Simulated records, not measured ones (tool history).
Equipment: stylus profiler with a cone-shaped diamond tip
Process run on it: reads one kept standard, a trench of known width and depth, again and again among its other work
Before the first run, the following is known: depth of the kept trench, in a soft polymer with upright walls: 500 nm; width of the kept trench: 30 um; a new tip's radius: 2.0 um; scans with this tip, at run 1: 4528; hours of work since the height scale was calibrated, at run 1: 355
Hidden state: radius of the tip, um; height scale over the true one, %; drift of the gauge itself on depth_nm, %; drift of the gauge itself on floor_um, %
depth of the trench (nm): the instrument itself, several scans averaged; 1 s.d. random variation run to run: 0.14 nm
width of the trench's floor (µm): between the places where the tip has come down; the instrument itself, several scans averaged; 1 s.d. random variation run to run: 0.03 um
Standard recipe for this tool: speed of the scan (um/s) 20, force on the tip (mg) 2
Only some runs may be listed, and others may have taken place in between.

run	hour	speed of the scan (um/s)	force on the tip (mg)	scans with this tip	hours of work since the height scale was calibrated	depth of the trench (nm)	width of the trench's floor (µm)
1	0	20	2	4528	355	502.83	27.21
2	120.5	20	1.77	5675	444	502.21	27.2
3	232.8	7	2	6744	528	502.33	27.27
4	319	20	2	7564	592	502.69	27.24
5	386.7	20	2	8209	643	502.6	27.23
6	446.6	20	2	8779	687	502.58	27.19
7	542.2	14	2	9689	759	502.56	27.25
8	669	20	2	10896	853	502.53	27.18
9	755	20	2	11714	917	502.42	27.22
10	861.6	20	2	12729	997	502.45	27.19
11	954.2	20	2	13610	1066	502.57	27.23
12	1050	20	2	14522	1137	502.56	27.23
13	1126.7	20	2	15252	1194	502.59	27.23
14	1227.5	20	2	16212	1269	502.52	27.15
15	1330.1	20	2	17188	1346	502.62	27.13
16	1410.1	20	2	17950	1405	502.65	27.21
17	1484.7	6	2	18660	1461	502.54	27.28
18	1568.5	9	2	19457	1523	502.47	27.31
19	1655.1	20	0.83	20282	1588	501.62	27.14
20	1745.7	20	2	21144	1655	502.41	27.21
21	1856.7	20	2	22201	1738	502.59	27.23
22	1942.6	20	3.37	23018	1802	503.75	27.18
23	2035.2	13	2.33	23899	1871	502.92	27.28
24	2150.6	13	2.33	24998	1957	502.85	27.21
25	2246.3	50	0.8	25909	2028	501.31	26.82
26	2371.4	25	0.8	27099	2122	501.26	27.07
# hour 2461.4: height scale calibrated on a step standard
27	2481.2	25	0.8	28140	15	501.48	27.11
28	2579	25	0.8	29071	88	501.29	27.08
29	2692.9	25	0.75	30154	173	501.65	27.11
30	2823.4	6	0.78	31397	270	501.24	27.32
31	2903.1	17	1.3	32156	329	501.86	27.25
32	2962.3	12	3.11	32719	373	503.51	27.23
33	3019.6	10	0.87	33264	416	501.54	27.25
# hour 3032.8: new tip fitted, height scale calibrated
34	3098.9	12	0.87	630	49	501.58	27.25
35	3222.7	13	5.4	1809	142	505.05	27.28
36	3299.4	78	5.4	2539	199	505.23	27.08
37	3353.9	5	1.28	3057	239	501.7	27.3
38	3447.1	6	3.17	3944	309	503.58	27.32
39	3507.6	67	1.29	4521	354	501.85	26.84
40	3604	67	1.29	5438	426	501.76	26.9

Entry by entry between the runs, the difference in hidden state between the last listed run before and the first listed run after:
Runs 26 to 27: height scale calibrated on a step standard (hour 2461.4)
  height scale over the true one, %: -0.015 -> 0
Runs 33 to 34: new tip fitted, height scale calibrated (hour 3032.8)
  radius of the tip, um: 2.02 -> 2; height scale over the true one, %: -0.003 -> 0
